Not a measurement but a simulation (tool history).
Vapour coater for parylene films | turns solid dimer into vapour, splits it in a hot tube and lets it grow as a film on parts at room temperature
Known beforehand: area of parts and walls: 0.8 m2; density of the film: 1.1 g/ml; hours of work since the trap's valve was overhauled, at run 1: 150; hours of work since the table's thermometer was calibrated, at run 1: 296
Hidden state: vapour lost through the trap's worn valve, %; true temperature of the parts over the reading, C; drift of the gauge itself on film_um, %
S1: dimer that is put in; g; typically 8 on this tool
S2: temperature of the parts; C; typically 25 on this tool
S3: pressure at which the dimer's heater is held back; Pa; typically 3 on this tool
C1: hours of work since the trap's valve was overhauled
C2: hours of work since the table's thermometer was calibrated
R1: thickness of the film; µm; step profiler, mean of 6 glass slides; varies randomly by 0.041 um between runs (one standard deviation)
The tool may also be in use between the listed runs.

run,hour,S1,S2,S3,C1,C2,R1
1,0,8,25,3,150,296,4.31
2,20.4,8,25,3,162,309,4.24
3,41.3,8,25,3,175,322,4.29
4,59.8,8,25,6.58,187,334,3.81
5,73.5,8,25,6.58,196,342,3.78
6,83.8,8,25,6.58,202,349,3.76
7,100.1,8,25,6.58,212,359,3.79
8,118,8,25,6.58,223,370,3.79
9,137,8,25,6.58,235,382,3.75
10,150.9,8,25,6.58,244,391,3.74
11,160.9,8,20,6.58,250,397,4.64
12,182.1,8,20,6.58,263,410,4.71
13,197.5,5,20,6.58,273,420,2.87
14,212.4,5,20,6.58,282,429,2.95
15,229.5,5,20,6.58,293,440,2.87
16,243.2,5,20,6.58,302,448,2.87
17,254.7,8,25,3.92,309,455,3.98
18,274.9,8,25,3.92,321,468,4.1
19,283.6,8,25,9.33,327,473,3.48
20,303.3,6,25,3,339,486,3.15
21,324.8,6,25,3,352,499,3.09
22,334.5,6,25,3,359,505,3.15
23,348.1,8,20,2.76,367,514,5.14
24,359.1,4,34,3.11,374,521,1.43
25,369.5,8,27,3,380,527,3.79
26,378.8,8,27,3,386,533,3.73
27,387.5,8,23,6.66,392,538,3.99
28,406.2,10,25,3.77,403,550,5.01
29,421.8,10,25,3.77,413,560,4.98
# hour 424.6: table's thermometer calibrated
30,435.7,8,27,3.25,421,7,3.66
# hour 453.6: trap's valve overhauled
31,460.9,10,22,5.78,5,20,5.65
32,480.3,10,22,5.78,17,32,5.59
33,495.9,13,32,3,26,42,5.22
34,505.4,8,22,3,32,48,5.03
35,521.2,8,22,3,42,58,5
# hour 531.9: table's thermometer calibrated, once more
36,536.6,4,24,3,51,3,2.31
37,554,4,24,7.37,62,14,2.06
38,569.9,8,19,8.42,72,24,4.93
39,579.4,8,19,6.69,78,30,5.07
40,590.1,8,31,6.82,85,36,2.99
41,609.9,6,27,5.49,97,49,2.81
42,626.7,8,25,6.32,107,59,3.9

Below are 5 alternative next runs, each starting from the tool's condition after run 42. Predict each:
A,637,14,25,5.77,114,66,?
B,637,9,20,9.69,114,66,?
C,637,6,33,4.51,114,66,?
D,637,8,19,6.32,114,66,?
E,637,8,20,6.32,114,66,?

run,R1
A,6.91
B,5.14
C,2.24
D,5.11
E,4.84
Take away the tool's hidden state, keep each run's random variation, and the runs would have read:
run,R1
A,7.06
B,5.25
C,2.29
D,5.22
E,4.94
